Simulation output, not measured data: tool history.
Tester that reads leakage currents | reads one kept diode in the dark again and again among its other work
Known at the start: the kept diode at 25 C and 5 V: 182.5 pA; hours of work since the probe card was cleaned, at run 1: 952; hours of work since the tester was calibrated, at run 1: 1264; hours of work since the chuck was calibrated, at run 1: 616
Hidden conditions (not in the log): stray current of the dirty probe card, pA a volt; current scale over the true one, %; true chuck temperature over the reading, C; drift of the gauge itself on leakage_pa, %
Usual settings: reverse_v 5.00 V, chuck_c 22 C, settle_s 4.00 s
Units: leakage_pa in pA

run,day,reverse_v,chuck_c,settle_s,hours of work since the probe card was cleaned,hours of work since the tester was calibrated,hours of work since the chuck was calibrated,leakage_pa
1,0.000,5.00,22,4.00,952,1264,616,125.73
2,1.429,5.00,22,4.00,976,1289,641,125.15
3,2.388,5.00,52,4.00,993,1305,657,1422.73
4,3.725,5.00,42,4.00,1016,1329,680,662.43
5,5.471,5.00,22,1.09,1046,1359,711,124.34
6,6.833,5.00,28,4.00,1070,1383,734,206.66
7,7.717,5.00,28,4.00,1085,1398,750,205.78
8,9.417,7.18,22,0.37,1115,1427,779,142.85
9,10.458,7.05,27,8.80,1133,1445,797,211.10
10,11.883,9.05,22,0.51,1157,1470,822,153.41
11,12.658,9.05,24,0.51,1171,1483,835,180.88
12,14.367,1.46,36,7.48,1201,1513,865,264.48
13,15.788,1.46,36,7.48,1225,1538,889,263.70
# day 16.754: chuck's temperature calibrated
14,17.529,3.46,36,7.48,1254,1566,13,416.42

Hidden condition of the tool, last listed run before each entry between runs versus first listed run after:
After run 13, before run 14: chuck's temperature calibrated (day 16.754)
  stray current of the dirty probe card, pA a volt: 1.01 -> 1.034; current scale over the true one, %: -0.32 -> -0.33; true chuck temperature over the reading, C: -2.21 -> 0.02
  the result without the hidden state subtracted from the measured one, leakage_pa: -51.89 -> +2.86 pA
